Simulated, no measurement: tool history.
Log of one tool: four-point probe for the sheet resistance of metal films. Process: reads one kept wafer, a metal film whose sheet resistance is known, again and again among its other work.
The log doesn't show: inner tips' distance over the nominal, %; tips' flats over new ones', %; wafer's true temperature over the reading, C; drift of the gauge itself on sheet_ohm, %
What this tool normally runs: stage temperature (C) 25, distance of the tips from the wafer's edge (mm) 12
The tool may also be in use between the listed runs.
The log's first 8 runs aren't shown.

| run | hour | stage temperature (C) | distance of the tips from the wafer's edge (mm) | touches since the probe head was changed | hours of work since the stage's thermometer was calibrated | sheet resistance as the instrument gives it (ohm/square) |
|---|---|---|---|---|---|---|
| 9 | 217.2 | 25 | 10 | 57608 | 883 | 2.683881 |
| 10 | 241.5 | 25 | 10 | 58591 | 900 | 2.683816 |
|  | 244.8 | stage's thermometer calibrated |
| 11 | 268.3 | 25 | 10 | 59652 | 16 | 2.682642 |
| 12 | 297.5 | 25 | 10 | 60832 | 37 | 2.681716 |
| 13 | 332.7 | 25 | 10 | 62256 | 62 | 2.681585 |
|  | 353.5 | stage's thermometer calibrated, once more |
| 14 | 360.1 | 25 | 12 | 63346 | 5 | 2.683163 |
| 15 | 386.7 | 25 | 12 | 64421 | 23 | 2.682706 |
| 16 | 417.1 | 25 | 12 | 65648 | 45 | 2.682356 |
| 17 | 435.8 | 25 | 7 | 66406 | 58 | 2.688785 |
| 18 | 459.1 | 25 | 7 | 67347 | 74 | 2.688498 |
| 19 | 488.8 | 22 | 34 | 68547 | 95 | 2.678005 |

Run 20 has not been measured yet. What should we expect?
| 20 | 520.6 | 19 | 7 | 69835 | 117 | ? |

{"run 20": {"sheet resistance as the instrument gives it (ohm/square)": 2.690613}}
If the tool had no hidden condition, the same run with the same run-to-run variation would have returned sheet resistance as the instrument gives it (ohm/square) 2.718742.
